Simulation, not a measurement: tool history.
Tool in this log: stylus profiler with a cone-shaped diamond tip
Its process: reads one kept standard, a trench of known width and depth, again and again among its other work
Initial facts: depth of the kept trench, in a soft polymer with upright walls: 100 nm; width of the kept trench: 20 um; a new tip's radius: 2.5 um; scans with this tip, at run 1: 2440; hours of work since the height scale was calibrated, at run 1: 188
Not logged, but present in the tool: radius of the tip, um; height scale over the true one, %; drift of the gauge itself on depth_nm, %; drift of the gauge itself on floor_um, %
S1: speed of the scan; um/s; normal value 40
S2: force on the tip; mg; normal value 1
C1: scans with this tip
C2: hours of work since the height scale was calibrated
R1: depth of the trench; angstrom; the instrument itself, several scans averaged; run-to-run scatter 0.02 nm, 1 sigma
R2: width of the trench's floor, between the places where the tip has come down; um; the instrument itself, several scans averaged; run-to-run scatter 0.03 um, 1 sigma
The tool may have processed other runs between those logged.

run 1 hour=0 | S1=40 S2=1 | C1=2440 C2=188 | R1=1003.3 R2=18.13
run 2 hour=32.1 | S1=40 S2=1 | C1=2678 C2=207 | R1=1002.9 R2=18.1
run 3 hour=58.9 | S1=40 S2=0.83 | C1=2878 C2=222 | R1=1002.6 R2=18.08
run 4 hour=92.2 | S1=40 S2=1 | C1=3126 C2=241 | R1=1003.3 R2=18.08
run 5 hour=132.7 | S1=40 S2=1 | C1=3427 C2=265 | R1=1003.8 R2=18.12
run 6 hour=159.9 | S1=59 S2=1 | C1=3630 C2=280 | R1=1003.4 R2=17.92
-- hour=163.9 height scale calibrated on a step standard
run 7 hour=185.8 | S1=40 S2=0.6 | C1=3819 C2=13 | R1=1000.9 R2=17.99
run 8 hour=240.6 | S1=40 S2=0.6 | C1=4227 C2=44 | R1=1001.1 R2=17.95
run 9 hour=293.8 | S1=54 S2=1.06 | C1=4623 C2=75 | R1=1002.1 R2=17.92
run 10 hour=321.1 | S1=29 S2=2.07 | C1=4826 C2=90 | R1=1004.7 R2=18.24
run 11 hour=362.6 | S1=41 S2=1.27 | C1=5135 C2=114 | R1=1002.8 R2=18.04
run 12 hour=393.7 | S1=115 S2=0.43 | C1=5367 C2=132 | R1=1000.3 R2=16.86
run 13 hour=433.5 | S1=89 S2=2.18 | C1=5663 C2=155 | R1=1005.3 R2=17.83

Below, some changes in R1 between adjacent runs. For each, the amount present without the hidden state too (settings, incoming material, random variation) and the amount remaining for the hidden state with gauge scatter not shared by both compared results:
Run 6 -> 7: S1 59 -> 40, S2 1 -> 0.6, height scale calibrated on a step standard. R1 -2.5 angstrom: hidden state -0.8, all else -1.7.
Run 12 -> 13: S1 115 -> 89, S2 0.43 -> 2.18. R1 +5 angstrom: hidden state -0.1, all else +5.1.
